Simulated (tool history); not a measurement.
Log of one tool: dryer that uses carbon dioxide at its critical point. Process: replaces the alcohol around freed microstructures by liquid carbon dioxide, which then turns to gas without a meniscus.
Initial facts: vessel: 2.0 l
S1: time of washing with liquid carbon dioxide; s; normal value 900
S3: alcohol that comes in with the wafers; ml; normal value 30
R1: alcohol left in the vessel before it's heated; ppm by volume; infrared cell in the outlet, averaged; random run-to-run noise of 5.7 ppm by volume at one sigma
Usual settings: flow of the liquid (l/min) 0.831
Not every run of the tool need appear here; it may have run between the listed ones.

{"run": 1, "hour": 0.0, "S1": 900, "flow of the liquid (l/min)": 0.831, "S3": 30, "R1": 235}
{"run": 2, "hour": 7.6, "S1": 900, "flow of the liquid (l/min)": 0.831, "S3": 30, "R1": 247}
{"run": 3, "hour": 18.2, "S1": 900, "flow of the liquid (l/min)": 0.831, "S3": 30, "R1": 237}
{"run": 4, "hour": 30.2, "S1": 900, "flow of the liquid (l/min)": 0.831, "S3": 30, "R1": 241}
{"run": 5, "hour": 45.1, "S1": 900, "flow of the liquid (l/min)": 0.875, "S3": 30, "R1": 194}
{"run": 6, "hour": 58.9, "S1": 900, "flow of the liquid (l/min)": 0.831, "S3": 30, "R1": 242}
{"run": 7, "hour": 66.0, "S1": 900, "flow of the liquid (l/min)": 0.831, "S3": 30, "R1": 249}
{"run": 8, "hour": 76.1, "S1": 900, "flow of the liquid (l/min)": 0.831, "S3": 30, "R1": 238}
{"run": 9, "hour": 85.4, "S1": 900, "flow of the liquid (l/min)": 0.831, "S3": 30, "R1": 238}
{"run": 10, "hour": 101.9, "S1": 900, "flow of the liquid (l/min)": 0.831, "S3": 30, "R1": 246}
{"run": 11, "hour": 113.4, "S1": 900, "flow of the liquid (l/min)": 0.831, "S3": 30, "R1": 259}
{"run": 12, "hour": 120.3, "S1": 900, "flow of the liquid (l/min)": 0.831, "S3": 30, "R1": 257}
{"run": 13, "hour": 136.4, "S1": 900, "flow of the liquid (l/min)": 0.831, "S3": 30, "R1": 254}
{"run": 14, "hour": 147.3, "S1": 900, "flow of the liquid (l/min)": 0.831, "S3": 30, "R1": 257}
{"run": 15, "hour": 160.3, "S1": 900, "flow of the liquid (l/min)": 0.831, "S3": 30, "R1": 258}
{"run": 16, "hour": 175.2, "S1": 900, "flow of the liquid (l/min)": 0.831, "S3": 30, "R1": 263}
{"run": 17, "hour": 185.3, "S1": 900, "flow of the liquid (l/min)": 0.831, "S3": 30, "R1": 253}
{"run": 18, "hour": 192.8, "S1": 900, "flow of the liquid (l/min)": 0.831, "S3": 30, "R1": 267}
{"run": 19, "hour": 209.4, "S1": 900, "flow of the liquid (l/min)": 0.831, "S3": 30, "R1": 277}
{"run": 20, "hour": 222.3, "S1": 900, "flow of the liquid (l/min)": 0.589, "S3": 34, "R1": 908}
{"run": 21, "hour": 232.4, "S1": 1080, "flow of the liquid (l/min)": 0.589, "S3": 39, "R1": 584}
{"run": 22, "hour": 245.4, "S1": 1320, "flow of the liquid (l/min)": 1.4, "S3": 108, "R1": 51}
{"run": 23, "hour": 256.5, "S1": 1320, "flow of the liquid (l/min)": 1.4, "S3": 108, "R1": 50}
{"run": 24, "hour": 268.0, "S1": 900, "flow of the liquid (l/min)": 1.115, "S3": 108, "R1": 253}
{"run": 25, "hour": 276.2, "S1": 900, "flow of the liquid (l/min)": 0.628, "S3": 35, "R1": 809}
{"run": 26, "hour": 285.0, "S1": 900, "flow of the liquid (l/min)": 0.628, "S3": 35, "R1": 798}
{"run": 27, "hour": 300.4, "S1": 1200, "flow of the liquid (l/min)": 0.931, "S3": 35, "R1": 90}
{"run": 28, "hour": 307.9, "S1": 1200, "flow of the liquid (l/min)": 0.931, "S3": 35, "R1": 85}
{"run": 29, "hour": 321.1, "S1": 1200, "flow of the liquid (l/min)": 0.931, "S3": 35, "R1": 89}
{"run": 30, "hour": 333.2, "S1": 660, "flow of the liquid (l/min)": 0.931, "S3": 35, "R1": 660}
{"run": 31, "hour": 341.6, "S1": 660, "flow of the liquid (l/min)": 0.931, "S3": 35, "R1": 668}
{"run": 32, "hour": 358.0, "S1": 600, "flow of the liquid (l/min)": 0.551, "S3": 38, "R1": 3161}
{"run": 33, "hour": 365.3, "S1": 600, "flow of the liquid (l/min)": 0.551, "S3": 38, "R1": 3051}
{"run": 34, "hour": 379.1, "S1": 600, "flow of the liquid (l/min)": 0.551, "S3": 38, "R1": 3091}
{"run": 35, "hour": 393.4, "S1": 1320, "flow of the liquid (l/min)": 1.247, "S3": 30, "R1": 62}
{"run": 36, "hour": 407.8, "S1": 1320, "flow of the liquid (l/min)": 1.247, "S3": 30, "R1": 55}
{"run": 37, "hour": 419.1, "S1": 1320, "flow of the liquid (l/min)": 0.965, "S3": 30, "R1": 69}
{"run": 38, "hour": 430.8, "S1": 900, "flow of the liquid (l/min)": 1.161, "S3": 60, "R1": 168}

What if the next run were any one of these 3? Each begins from the tool's condition after run 38:
{"run": "A", "hour": 440.8, "S1": 900, "flow of the liquid (l/min)": 1.033, "S3": 30, "R1": "?"}
{"run": "B", "hour": 440.8, "S1": 660, "flow of the liquid (l/min)": 0.936, "S3": 102, "R1": "?"}
{"run": "C", "hour": 440.8, "S1": 1080, "flow of the liquid (l/min)": 0.993, "S3": 30, "R1": "?"}

run=A R1=163
run=B R1=1903
run=C R1=108
With no hidden state in the tool, these same runs would have given:
run=A R1=75
run=B R1=1374
run=C R1=36
